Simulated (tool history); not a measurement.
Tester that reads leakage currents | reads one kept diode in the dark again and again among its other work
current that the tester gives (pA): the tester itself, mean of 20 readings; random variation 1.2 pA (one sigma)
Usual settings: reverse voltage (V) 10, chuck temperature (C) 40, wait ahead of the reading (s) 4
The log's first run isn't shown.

run	hour	reverse voltage (V)	chuck temperature (C)	wait ahead of the reading (s)	hours of work since the probe card was cleaned	hours of work since the tester was calibrated	hours of work since the chuck was calibrated	current that the tester gives (pA)
2	42.2	10	40	4	2170	705	459	412.85
3	78.4	7	40	4	2188	724	478	350.5
4	123.2	7	40	4	2211	746	500	350.02
5	144.1	7	40	4	2221	757	511	348.74
6	167.4	7	40	4	2233	768	522	350.6
7	211	10	50	4	2255	790	544	805.95
8	252.4	10	50	4	2276	811	565	805.2
9	293.5	10	50	4	2296	832	586	805.1
10	333.4	10	50	4	2317	852	606	808.28
11	365.5	10	40	0.58	2333	868	622	409.04
12	392.8	10	40	4	2346	882	636	407.21
13	437.9	10	40	4	2369	905	659	407.76
14	466	10	40	4	2383	919	673	406.66
15	500.2	10	40	4	2400	936	690	407.82
16	521.3	10	40	4	2411	947	700	406.82
17	543.4	10	40	4	2422	958	712	405.83
18	566.5	13.8	40	4	2434	969	723	467.14
19	595.1	10	40	4	2448	984	738	403.94
20	621.2	10	40	4	2461	997	751	403.29
21	648.8	16.9	40	4	2475	1011	765	510.56
22	692.1	6.6	40	4	2497	1032	786	335.08

Forecast run 23:
23	714.7	6.6	40	0.48	2508	1044	798	?

Run 23 gave current that the tester gives (pA) 336.36.
Without the tool's hidden state the same run would have given current that the tester gives (pA) 348.38.

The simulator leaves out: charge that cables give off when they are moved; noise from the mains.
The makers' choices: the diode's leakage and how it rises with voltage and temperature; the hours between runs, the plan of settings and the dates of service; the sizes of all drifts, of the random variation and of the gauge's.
